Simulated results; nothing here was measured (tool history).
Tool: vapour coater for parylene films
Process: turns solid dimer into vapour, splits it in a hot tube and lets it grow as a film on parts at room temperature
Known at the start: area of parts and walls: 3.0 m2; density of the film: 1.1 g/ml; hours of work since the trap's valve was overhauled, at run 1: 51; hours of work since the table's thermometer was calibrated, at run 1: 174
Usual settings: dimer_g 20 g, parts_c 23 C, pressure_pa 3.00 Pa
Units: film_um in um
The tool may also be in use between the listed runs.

run	hour	dimer_g	parts_c	pressure_pa	hours of work since the trap's valve was overhauled	hours of work since the table's thermometer was calibrated	film_um
1	0.0	20	23	3.00	51	174	4.78
2	13.8	20	23	3.00	59	182	4.85
3	28.9	20	23	3.00	68	190	4.82
4	48.5	20	33	3.00	80	202	3.57
5	69.0	20	33	3.00	91	214	3.58
6	90.3	20	33	3.00	104	226	3.60
7	110.7	20	33	3.00	116	238	3.58
8	136.0	20	23	3.00	130	252	4.80
9	157.1	20	18	3.00	143	265	5.52
10	175.9	20	18	3.00	153	276	5.52
11	199.7	20	23	3.00	167	289	4.76
12	212.3	20	23	3.00	175	297	4.75
13	224.5	15	23	3.00	182	304	3.57
14	248.4	15	22	8.27	195	318	3.47
15	275.6	13	22	2.87	211	333	3.19
16	297.4	13	22	2.87	224	346	3.16
17	315.4	9	21	2.66	234	357	2.26
18	342.9	9	21	2.66	250	372	2.28
19	369.0	10	30	2.66	265	388	1.95
20	387.2	24	32	7.91	276	398	4.14
21	413.2	10	17	3.00	291	413	2.81
22	438.0	20	33	2.96	305	428	3.53
23	462.2	13	23	7.91	320	442	2.90
24	486.9	21	23	3.00	334	456	4.94
25	514.6	19	32	4.41	350	472	3.37

3 ways to go on from here, each from the tool as it stands after run 25. What would each give?
A	540.8	13	23	3.00	365	487	?
B	540.8	12	32	3.19	365	487	?
C	540.8	11	32	4.93	365	487	?

run	film_um
A	3.05
B	2.18
C	1.93
Without the tool's hidden state the same runs would have given:
run	film_um
A	3.12
B	2.23
C	1.97
